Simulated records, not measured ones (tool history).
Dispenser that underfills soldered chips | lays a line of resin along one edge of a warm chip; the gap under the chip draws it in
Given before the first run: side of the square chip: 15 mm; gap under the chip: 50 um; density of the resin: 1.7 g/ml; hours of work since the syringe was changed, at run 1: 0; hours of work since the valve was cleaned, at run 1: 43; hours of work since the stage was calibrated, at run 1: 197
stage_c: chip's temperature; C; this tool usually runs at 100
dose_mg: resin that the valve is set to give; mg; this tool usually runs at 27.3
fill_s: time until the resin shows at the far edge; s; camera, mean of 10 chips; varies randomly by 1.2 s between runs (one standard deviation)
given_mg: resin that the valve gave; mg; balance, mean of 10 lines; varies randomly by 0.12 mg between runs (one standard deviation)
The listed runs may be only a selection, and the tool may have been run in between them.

| run | hour | stage_c | dose_mg | hours of work since the syringe was changed | hours of work since the valve was cleaned | hours of work since the stage was calibrated | fill_s | given_mg |
|---|---|---|---|---|---|---|---|---|
| 1 | 0.0 | 100 | 27.3 | 0 | 43 | 197 | 119.8 | 26.11 |
|  | 10.0 | new syringe of resin |
| 2 | 15.4 | 100 | 28.9 | 3 | 53 | 207 | 148.0 | 27.45 |
|  | 19.8 | new syringe of resin |
| 3 | 27.8 | 100 | 28.9 | 5 | 61 | 214 | 166.9 | 27.24 |
|  | 29.4 | new syringe of resin |
|  | 38.9 | new syringe of resin |
| 4 | 42.1 | 100 | 28.9 | 2 | 69 | 223 | 135.7 | 27.04 |
|  | 48.9 | new syringe of resin |
| 5 | 55.5 | 100 | 27.3 | 4 | 77 | 231 | 163.2 | 25.17 |
|  | 59.0 | new syringe of resin |
|  | 68.2 | new syringe of resin |
| 6 | 69.3 | 100 | 27.3 | 1 | 86 | 239 | 126.8 | 24.94 |
| 7 | 76.4 | 100 | 27.3 | 5 | 90 | 244 | 174.9 | 24.68 |
|  | 78.1 | new syringe of resin |
|  | 87.3 | new syringe of resin |
| 8 | 87.3 | 100 | 32.3 | 0 | 97 | 250 | 114.5 | 29.36 |
|  | 96.6 | new syringe of resin |
| 9 | 98.5 | 109 | 27.3 | 1 | 104 | 257 | 105.3 | 24.61 |
|  | 106.2 | new syringe of resin |
| 10 | 107.6 | 100 | 27.3 | 1 | 109 | 263 | 127.3 | 24.43 |
|  | 115.3 | new syringe of resin |
| 11 | 119.4 | 100 | 27.3 | 3 | 116 | 270 | 148.9 | 24.47 |
|  | 124.0 | dispensing valve cleaned and set on the balance |
|  | 125.7 | new syringe of resin |
|  | 134.8 | new syringe of resin |
| 12 | 135.3 | 100 | 27.3 | 0 | 7 | 279 | 122.7 | 27.33 |
|  | 144.0 | new syringe of resin |
| 13 | 145.6 | 100 | 27.3 | 1 | 13 | 285 | 128.5 | 27.19 |
|  | 154.1 | new syringe of resin |
| 14 | 158.5 | 100 | 27.3 | 3 | 21 | 293 | 144.8 | 26.56 |
|  | 163.7 | new syringe of resin |
| 15 | 170.6 | 106 | 27.3 | 4 | 28 | 301 | 135.9 | 26.68 |
|  | 173.5 | new syringe of resin |
|  | 183.5 | new syringe of resin |
| 16 | 184.0 | 104 | 27.3 | 0 | 37 | 309 | 110.5 | 26.27 |

The next listed run, before its measurement:
|  | 193.5 | new syringe of resin |
| 17 | 193.5 | 100 | 27.3 | 0 | 42 | 315 | ? | ? |

fill_s: 121.7 s
given_mg: 26.14 mg
Take away the tool's hidden state, keep the run-to-run variation as it was, and the same run would have given fill_s 115.2 s, given_mg 27.20 mg.

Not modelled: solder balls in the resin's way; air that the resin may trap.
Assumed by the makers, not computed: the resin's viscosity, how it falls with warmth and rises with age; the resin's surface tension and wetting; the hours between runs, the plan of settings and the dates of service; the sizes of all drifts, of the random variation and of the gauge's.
